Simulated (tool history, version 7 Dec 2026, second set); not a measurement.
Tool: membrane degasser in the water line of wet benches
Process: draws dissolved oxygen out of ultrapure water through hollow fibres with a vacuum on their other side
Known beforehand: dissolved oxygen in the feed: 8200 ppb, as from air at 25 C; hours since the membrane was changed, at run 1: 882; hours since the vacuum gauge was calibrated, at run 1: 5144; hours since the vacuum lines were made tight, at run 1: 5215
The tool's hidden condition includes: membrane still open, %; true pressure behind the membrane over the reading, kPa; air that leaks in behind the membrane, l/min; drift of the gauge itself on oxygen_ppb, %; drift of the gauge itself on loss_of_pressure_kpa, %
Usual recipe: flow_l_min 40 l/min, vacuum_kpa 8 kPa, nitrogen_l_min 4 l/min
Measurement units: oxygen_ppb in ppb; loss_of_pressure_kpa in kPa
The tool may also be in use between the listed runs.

run,hour,flow_l_min,vacuum_kpa,nitrogen_l_min,hours since the membrane was changed,hours since the vacuum gauge was calibrated,hours since the vacuum lines were made tight,oxygen_ppb,loss_of_pressure_kpa
1,0,40,8,4,882,5144,5215,127.5,58.43
2,28.3,40,8,4,910,5172,5243,126.9,58.63
3,78.5,40,8,4,960,5222,5293,127.4,58.69
4,130.9,40,12.88,4,1013,5274,5346,236.4,58.38
5,173,40,8,4,1055,5316,5388,130.6,58.49
6,228.4,30,8,4,1110,5372,5443,94.1,43.97
7,275.5,30,8,4,1157,5419,5490,91.9,44.26
8,338.3,29,8,4,1220,5482,5553,89.8,42.87
9,396.9,29,8,4,1279,5540,5612,91.4,42.57
10,429.4,29,8,4,1311,5573,5644,90.7,42.74
11,460.4,26,8,4,1342,5604,5675,81.1,38.18
12,492.3,40,8.21,2.41,1374,5636,5707,206.5,58.89
13,536.5,40,5.18,10.31,1418,5680,5751,29.4,58.73
14,591.8,40,8,3.54,1473,5735,5807,144,59.32
15,621.3,40,8,3.54,1503,5765,5836,142,58.92
16,683.8,44,6.99,4.3,1565,5827,5899,111.3,65.14
17,713.4,57,8,8.57,1595,5857,5928,123.6,84.43
18,749,40,5.4,6.52,1631,5893,5964,44.7,59.18
19,776.5,58,11.24,8.87,1658,5920,5991,176.3,85.42
20,812.7,40,12.27,4,1694,5956,6028,228,59.01
21,842.8,58,8,5.58,1725,5986,6058,171.8,85.91
22,905.7,58,8,5.58,1787,6049,6121,168.6,85.91

Forecast each of these 3 alternatives for the next run:
A,955.2,40,8,4.71,1837,6099,6170,?,?
B,955.2,49,15.79,4,1837,6099,6170,?,?
C,955.2,30,6.48,10.77,1837,6099,6170,?,?

run,oxygen_ppb,loss_of_pressure_kpa
A,113.2,58.98
B,381,72.4
C,26.2,44.43
Without the tool's unlogged condition, the same runs would have read:
run,oxygen_ppb,loss_of_pressure_kpa
A,104.1,57.77
B,366,70.93
C,23.2,43.53
